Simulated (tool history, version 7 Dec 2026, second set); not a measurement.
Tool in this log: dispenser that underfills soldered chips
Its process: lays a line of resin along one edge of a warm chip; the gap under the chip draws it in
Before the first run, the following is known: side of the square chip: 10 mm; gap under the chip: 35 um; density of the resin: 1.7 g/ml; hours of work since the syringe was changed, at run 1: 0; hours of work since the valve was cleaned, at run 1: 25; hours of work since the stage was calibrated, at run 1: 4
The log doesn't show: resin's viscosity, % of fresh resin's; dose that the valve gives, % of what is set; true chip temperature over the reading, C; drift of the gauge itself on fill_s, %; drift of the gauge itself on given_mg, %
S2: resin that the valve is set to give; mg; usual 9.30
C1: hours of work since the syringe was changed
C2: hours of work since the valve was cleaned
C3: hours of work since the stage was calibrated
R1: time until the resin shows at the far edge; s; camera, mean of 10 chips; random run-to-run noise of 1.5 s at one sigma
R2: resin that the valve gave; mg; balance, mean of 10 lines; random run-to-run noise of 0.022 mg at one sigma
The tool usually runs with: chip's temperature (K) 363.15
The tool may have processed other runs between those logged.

run 1 hour=0.0 | chip's_temperature_(K)=363.15 S2=9.30 | C1=0 C2=25 C3=4 | R1=152.2 R2=9.20
run 2 hour=4.6 | chip's_temperature_(K)=363.15 S2=9.30 | C1=4 C2=28 C3=7 | R1=197.6 R2=9.16
run 3 hour=7.3 | chip's_temperature_(K)=363.15 S2=9.30 | C1=6 C2=30 C3=9 | R1=217.7 R2=9.15
-- hour=8.1 new syringe of resin
run 4 hour=11.7 | chip's_temperature_(K)=363.15 S2=9.30 | C1=3 C2=33 C3=12 | R1=179.5 R2=9.05
run 5 hour=15.2 | chip's_temperature_(K)=363.15 S2=9.30 | C1=5 C2=35 C3=15 | R1=219.1 R2=9.12
-- hour=16.9 new syringe of resin
run 6 hour=20.2 | chip's_temperature_(K)=363.15 S2=9.30 | C1=2 C2=39 C3=18 | R1=172.2 R2=9.07
run 7 hour=24.3 | chip's_temperature_(K)=363.15 S2=9.30 | C1=5 C2=42 C3=21 | R1=212.4 R2=9.07
-- hour=25.5 new syringe of resin
run 8 hour=28.4 | chip's_temperature_(K)=363.15 S2=9.30 | C1=2 C2=44 C3=24 | R1=172.1 R2=9.03
run 9 hour=31.0 | chip's_temperature_(K)=363.15 S2=9.30 | C1=4 C2=46 C3=25 | R1=193.5 R2=9.06
-- hour=34.2 new syringe of resin
run 10 hour=34.4 | chip's_temperature_(K)=363.15 S2=8.09 | C1=0 C2=48 C3=28 | R1=151.5 R2=7.89
run 11 hour=38.5 | chip's_temperature_(K)=363.15 S2=8.09 | C1=3 C2=51 C3=31 | R1=186.9 R2=7.88
run 12 hour=42.1 | chip's_temperature_(K)=375.15 S2=9.67 | C1=6 C2=54 C3=33 | R1=129.4 R2=9.39
-- hour=42.7 new syringe of resin
run 13 hour=45.1 | chip's_temperature_(K)=360.15 S2=11.43 | C1=2 C2=56 C3=35 | R1=187.3 R2=11.12
run 14 hour=48.1 | chip's_temperature_(K)=364.15 S2=8.67 | C1=4 C2=58 C3=37 | R1=188.5 R2=8.38
-- hour=51.4 new syringe of resin
run 15 hour=52.0 | chip's_temperature_(K)=349.15 S2=8.98 | C1=0 C2=61 C3=40 | R1=299.4 R2=8.65
run 16 hour=55.6 | chip's_temperature_(K)=349.15 S2=8.98 | C1=3 C2=63 C3=42 | R1=353.2 R2=8.66
run 17 hour=58.3 | chip's_temperature_(K)=378.15 S2=10.78 | C1=5 C2=65 C3=44 | R1=104.2 R2=10.36
-- hour=59.9 new syringe of resin
-- hour=61.6 dispensing valve cleaned and set on the balance
run 18 hour=62.6 | chip's_temperature_(K)=363.15 S2=8.03 | C1=1 C2=1 C3=46 | R1=165.3 R2=8.07
run 19 hour=65.5 | chip's_temperature_(K)=363.15 S2=8.03 | C1=3 C2=3 C3=48 | R1=188.1 R2=8.00
-- hour=69.4 new syringe of resin
run 20 hour=69.4 | chip's_temperature_(K)=363.15 S2=8.03 | C1=0 C2=5 C3=51 | R1=151.2 R2=7.99
run 21 hour=72.2 | chip's_temperature_(K)=363.15 S2=8.03 | C1=2 C2=7 C3=53 | R1=172.0 R2=8.00

Run by run, hidden condition taken away, random variation retained:
run=1 R1=148.4 R2=9.34
run=2 R1=153.4 R2=9.32
run=3 R1=148.5 R2=9.32
run=4 R1=150.1 R2=9.23
run=5 R1=154.1 R2=9.31
run=6 R1=149.6 R2=9.28
run=7 R1=150.8 R2=9.29
run=8 R1=150.1 R2=9.27
run=9 R1=148.8 R2=9.31
run=10 R1=151.5 R2=8.12
run=11 R1=152.6 R2=8.12
run=12 R1=88.9 R2=9.69
run=13 R1=168.7 R2=11.49
run=14 R1=145.7 R2=8.66
run=15 R1=293.1 R2=8.96
run=16 R1=290.0 R2=8.98
run=17 R1=74.7 R2=10.76
run=18 R1=154.9 R2=8.07
run=19 R1=152.7 R2=8.01
run=20 R1=154.9 R2=8.01
run=21 R1=153.6 R2=8.03
